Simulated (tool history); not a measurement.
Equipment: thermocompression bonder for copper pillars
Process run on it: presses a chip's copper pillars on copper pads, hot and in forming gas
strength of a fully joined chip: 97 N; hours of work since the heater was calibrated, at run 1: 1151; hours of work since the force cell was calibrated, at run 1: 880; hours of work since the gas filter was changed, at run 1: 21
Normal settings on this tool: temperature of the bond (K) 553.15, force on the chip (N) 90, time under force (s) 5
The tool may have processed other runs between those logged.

run	day	temperature of the bond (K)	force on the chip (N)	time under force (s)	hours of work since the heater was calibrated	hours of work since the force cell was calibrated	hours of work since the gas filter was changed	force that shears a chip off (N)
1	0.000	553.15	90	5	1151	880	21	61.1
2	3.383	553.15	90	5	1205	934	75	58.9
3	6.458	553.15	90	5	1254	983	124	59.0
4	8.983	553.15	90	5	1294	1023	164	57.1
5	11.442	556.15	90	5	1334	1062	203	58.7
6	15.317	553.15	90	5	1395	1124	265	54.7
# day 16.033: forming gas filter changed
# day 17.429: heater calibrated with a thermocouple chip
7	17.550	553.15	90	12	2	1158	23	76.1
8	20.879	553.15	90	12	55	1211	76	76.4
9	24.408	553.15	90	12	111	1267	132	76.0
10	26.967	553.15	90	12	152	1308	173	73.8
11	30.262	553.15	90	12	204	1360	225	72.0
12	32.804	553.15	90	12	245	1401	266	69.5
# day 33.192: forming gas filter changed
13	35.304	553.15	90	12	284	1440	34	77.4
14	37.708	553.15	90	12	323	1478	72	76.6
15	41.233	553.15	90	5	379	1535	128	60.8
# day 42.292: force cell calibrated
16	43.575	553.15	90	5	415	20	164	57.7
17	46.904	553.15	90	5	468	73	217	55.3
18	49.671	553.15	90	5	512	118	261	54.7
# day 50.562: forming gas filter changed
19	53.754	525.15	90	5	577	182	51	41.9
20	56.483	525.15	90	5	620	226	94	41.4
21	59.792	525.15	90	5	673	278	147	40.7
22	62.404	574.15	77	5	715	320	189	59.3
23	64.488	565.15	124	5	748	353	222	75.9
# day 67.854: forming gas filter changed
24	68.300	547.15	90	6	808	414	7	59.8
25	72.412	537.15	90	5	874	479	73	49.5
26	74.825	533.15	59	5	912	518	111	28.1
27	77.950	565.15	90	15	962	567	161	80.1
28	80.496	566.15	110	4	1003	608	201	69.3
29	83.408	553.15	55	4	1049	654	248	29.4
# day 84.942: forming gas filter changed
30	85.950	555.15	130	4	1089	694	16	76.4
31	87.708	568.15	75	5	1117	722	44	56.4
32	89.671	568.15	75	5	1148	754	75	57.6
33	92.138	553.15	108	7	1188	793	115	71.6
34	95.292	553.15	69	3	1238	843	165	35.1
35	99.300	553.15	69	3	1302	907	229	36.3
# day 102.250: forming gas filter changed
36	102.258	553.15	69	3	1349	954	0	38.3
37	105.179	539.15	104	3	1395	1000	47	48.8
# day 107.458: heater calibrated with a thermocouple chip
38	109.392	570.15	104	10	31	1066	112	85.0
39	111.750	570.15	104	10	68	1104	150	84.0

Hidden state or all else? Some run-to-run changes of force that shears a chip off (N), split into what the settings, what came in and random variation would give without the hidden state, and what is left for the hidden state (with any gauge scatter that isn't in both results):
Hidden state at play: true temperature of the bond over the reading, C; force that reaches the chip, % of what is set; oxide that the forming gas leaves, % of the face; drift of the gauge itself on shear_n, %.
Run 6 -> 7: time under force (s) 5 -> 12, forming gas filter changed, heater calibrated with a thermocouple chip. force that shears a chip off (N) +21.4: hidden state +7.0, all else +14.4.
Run 12 -> 13: forming gas filter changed. force that shears a chip off (N) +7.9: hidden state +6.1, all else +1.8.
Run 23 -> 24: temperature of the bond (K) 565.15 -> 547.15, force on the chip (N) 124 -> 90, time under force (s) 5 -> 6, forming gas filter changed. force that shears a chip off (N) -16.1: hidden state +6.1, all else -22.2.
Run 26 -> 27: temperature of the bond (K) 533.15 -> 565.15, force on the chip (N) 59 -> 90, time under force (s) 5 -> 15. force that shears a chip off (N) +52.0: hidden state -3.6, all else +55.6.
Run 28 -> 29: temperature of the bond (K) 566.15 -> 553.15, force on the chip (N) 110 -> 55. force that shears a chip off (N) -39.9: hidden state +2.6, all else -42.5.
Run 29 -> 30: temperature of the bond (K) 553.15 -> 555.15, force on the chip (N) 55 -> 130, forming gas filter changed. force that shears a chip off (N) +47.0: hidden state +2.3, all else +44.7.
